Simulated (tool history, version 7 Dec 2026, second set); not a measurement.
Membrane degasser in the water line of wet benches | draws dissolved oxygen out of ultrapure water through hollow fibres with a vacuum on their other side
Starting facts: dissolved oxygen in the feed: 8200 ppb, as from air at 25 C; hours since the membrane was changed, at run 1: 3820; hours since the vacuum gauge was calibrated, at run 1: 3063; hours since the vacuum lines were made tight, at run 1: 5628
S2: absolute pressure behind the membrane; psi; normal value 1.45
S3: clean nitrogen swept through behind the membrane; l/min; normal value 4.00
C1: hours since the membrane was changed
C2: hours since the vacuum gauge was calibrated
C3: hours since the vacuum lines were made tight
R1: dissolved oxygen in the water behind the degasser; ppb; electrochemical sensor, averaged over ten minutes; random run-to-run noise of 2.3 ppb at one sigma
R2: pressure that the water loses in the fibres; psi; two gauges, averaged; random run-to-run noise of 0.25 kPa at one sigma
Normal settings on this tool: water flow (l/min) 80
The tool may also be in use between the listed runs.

run 1 hour=0.0 | water_flow_(l/min)=80 S2=1.45 S3=4.00 | C1=3820 C2=3063 C3=5628 | R1=313.1 R2=9.752
run 2 hour=137.4 | water_flow_(l/min)=80 S2=1.45 S3=8.43 | C1=3958 C2=3201 C3=5766 | R1=169.0 R2=9.755
run 3 hour=241.6 | water_flow_(l/min)=80 S2=1.45 S3=4.00 | C1=4062 C2=3305 C3=5870 | R1=312.5 R2=9.780
run 4 hour=413.4 | water_flow_(l/min)=80 S2=1.03 S3=4.00 | C1=4234 C2=3477 C3=6042 | R1=189.4 R2=9.864
run 5 hour=507.9 | water_flow_(l/min)=80 S2=1.03 S3=4.00 | C1=4328 C2=3571 C3=6136 | R1=187.9 R2=9.797
run 6 hour=630.1 | water_flow_(l/min)=80 S2=1.45 S3=4.00 | C1=4450 C2=3693 C3=6258 | R1=309.3 R2=9.761
run 7 hour=756.0 | water_flow_(l/min)=80 S2=1.45 S3=4.00 | C1=4576 C2=3819 C3=6384 | R1=310.0 R2=9.806
run 8 hour=859.5 | water_flow_(l/min)=80 S2=1.45 S3=4.00 | C1=4680 C2=3923 C3=6488 | R1=308.2 R2=9.818
-- hour=938.0 seals of the vacuum lines changed
run 9 hour=1026.0 | water_flow_(l/min)=80 S2=2.71 S3=4.00 | C1=4844 C2=4087 C3=88 | R1=663.0 R2=9.893
run 10 hour=1173.5 | water_flow_(l/min)=98 S2=1.03 S3=4.13 | C1=4992 C2=4235 C3=235 | R1=226.6 R2=12.092
run 11 hour=1347.8 | water_flow_(l/min)=98 S2=1.03 S3=4.13 | C1=5166 C2=4409 C3=410 | R1=224.7 R2=12.095
run 12 hour=1454.5 | water_flow_(l/min)=98 S2=1.03 S3=4.13 | C1=5273 C2=4516 C3=517 | R1=223.9 R2=12.008
run 13 hour=1640.7 | water_flow_(l/min)=98 S2=1.03 S3=4.13 | C1=5459 C2=4702 C3=703 | R1=224.7 R2=11.999
run 14 hour=1784.3 | water_flow_(l/min)=55 S2=1.06 S3=3.96 | C1=5602 C2=4846 C3=846 | R1=138.9 R2=6.792
run 15 hour=1942.1 | water_flow_(l/min)=55 S2=1.06 S3=3.96 | C1=5760 C2=5003 C3=1004 | R1=140.1 R2=6.830
run 16 hour=2087.0 | water_flow_(l/min)=95 S2=1.96 S3=7.49 | C1=5905 C2=5148 C3=1149 | R1=322.9 R2=11.760

5 ways to go on from here, each from the tool as it stands after run 16. What would each give?
-- hour=2153.5 vacuum gauge calibrated
run A hour=2182.2 | water_flow_(l/min)=112 S2=0.99 S3=6.96 | C1=6000 C2=29 C3=1244 | R1=? R2=?
-- hour=2153.5 vacuum gauge calibrated
run B hour=2182.2 | water_flow_(l/min)=95 S2=2.44 S3=2.09 | C1=6000 C2=29 C3=1244 | R1=? R2=?
-- hour=2153.5 vacuum gauge calibrated
run C hour=2182.2 | water_flow_(l/min)=95 S2=2.47 S3=5.49 | C1=6000 C2=29 C3=1244 | R1=? R2=?
-- hour=2153.5 vacuum gauge calibrated
run D hour=2182.2 | water_flow_(l/min)=80 S2=1.44 S3=4.00 | C1=6000 C2=29 C3=1244 | R1=? R2=?
-- hour=2153.5 vacuum gauge calibrated
run E hour=2182.2 | water_flow_(l/min)=49 S2=1.09 S3=3.49 | C1=6000 C2=29 C3=1244 | R1=? R2=?

run=A R1=164.4 R2=13.874
run=B R1=1098.8 R2=11.758
run=C R1=535.5 R2=11.687
run=D R1=308.9 R2=9.861
run=E R1=144.3 R2=6.071
Take away the tool's hidden state, keep each run's random variation, and the runs would have read:
run=A R1=164.2 R2=13.742
run=B R1=1098.7 R2=11.648
run=C R1=535.4 R2=11.577
run=D R1=308.8 R2=9.768
run=E R1=144.2 R2=6.013

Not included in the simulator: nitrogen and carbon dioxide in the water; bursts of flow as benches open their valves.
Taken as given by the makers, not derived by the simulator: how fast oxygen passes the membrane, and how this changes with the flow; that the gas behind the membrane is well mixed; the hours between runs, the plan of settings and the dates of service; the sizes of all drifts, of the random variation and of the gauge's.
